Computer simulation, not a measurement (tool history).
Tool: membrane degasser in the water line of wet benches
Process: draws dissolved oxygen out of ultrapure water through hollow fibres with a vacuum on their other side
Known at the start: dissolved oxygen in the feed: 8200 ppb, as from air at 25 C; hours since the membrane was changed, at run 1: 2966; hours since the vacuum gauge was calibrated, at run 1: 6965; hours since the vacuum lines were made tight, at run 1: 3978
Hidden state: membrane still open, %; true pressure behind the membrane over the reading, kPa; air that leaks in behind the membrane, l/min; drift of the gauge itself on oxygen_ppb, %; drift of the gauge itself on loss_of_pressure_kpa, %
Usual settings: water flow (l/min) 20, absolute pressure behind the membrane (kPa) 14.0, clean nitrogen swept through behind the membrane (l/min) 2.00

run   hour  water flow (l/min)  absolute pressure behind the membrane (kPa)  clean nitrogen swept through behind the membrane (l/min)  hours since the membrane was changed  hours since the vacuum gauge was calibrated  hours since the vacuum lines were made tight  dissolved oxygen in the water behind the degasser (ppb)  pressure that the water loses in the fibres (kPa)
  1    0.0                  20                                         14.0                                                      2.00                                  2966                                         6965                                          3978                                                    289.1                                              62.32
  2   42.3                  20                                         14.0                                                      2.00                                  3008                                         7008                                          4020                                                    293.8                                              62.48
  3   95.6                  20                                         14.0                                                      2.00                                  3061                                         7061                                          4074                                                    290.3                                              62.85
  4  133.6                  20                                         14.0                                                      2.00                                  3099                                         7099                                          4112                                                    288.2                                              62.70
  5  195.0                  20                                         14.0                                                      2.00                                  3161                                         7160                                          4173                                                    293.9                                              62.35
  6  277.8                  20                                         14.0                                                      2.00                                  3244                                         7243                                          4256                                                    291.7                                              62.09
  7  351.8                  20                                         14.0                                                      2.00                                  3317                                         7317                                          4330                                                    290.6                                              62.34
     422.1  -- vacuum gauge calibrated
  8  429.1                  20                                         14.0                                                      2.00                                  3394                                            7                                          4407                                                    289.0                                              63.06
  9  505.8                  20                                          8.8                                                      2.00                                  3471                                           84                                          4483                                                    169.8                                              62.49
 10  571.7                  20                                         22.2                                                      2.07                                  3537                                          150                                          4549                                                    451.5                                              63.00
 11  617.8                  24                                         13.6                                                      2.02                                  3583                                          196                                          4595                                                    325.0                                              75.45
 12  689.3                  15                                         22.3                                                      4.36                                  3655                                          267                                          4667                                                    182.2                                              46.59

Forecast each of these 4 alternatives for the next run:
  A  742.2                  15                                         22.8                                                      3.58                                  3707                                          320                                          4720                                                        ?                                                  ?
  B  742.2                  24                                         10.1                                                      2.87                                  3707                                          320                                          4720                                                        ?                                                  ?
  C  742.2                  20                                         14.0                                                      2.70                                  3707                                          320                                          4720                                                        ?                                                  ?
  D  742.2                  29                                         11.2                                                      2.00                                  3707                                          320                                          4720                                                        ?                                                  ?

run  dissolved oxygen in the water behind the degasser (ppb)  pressure that the water loses in the fibres (kPa)
  A                                                    222.6                                              47.22
  B                                                    187.8                                              75.50
  C                                                    227.7                                              62.45
  D                                                    320.8                                              91.01
Without the tool's hidden state the same runs would have given:
run  dissolved oxygen in the water behind the degasser (ppb)  pressure that the water loses in the fibres (kPa)
  A                                                    215.3                                              46.46
  B                                                    181.6                                              74.29
  C                                                    221.0                                              61.44
  D                                                    313.0                                              89.54

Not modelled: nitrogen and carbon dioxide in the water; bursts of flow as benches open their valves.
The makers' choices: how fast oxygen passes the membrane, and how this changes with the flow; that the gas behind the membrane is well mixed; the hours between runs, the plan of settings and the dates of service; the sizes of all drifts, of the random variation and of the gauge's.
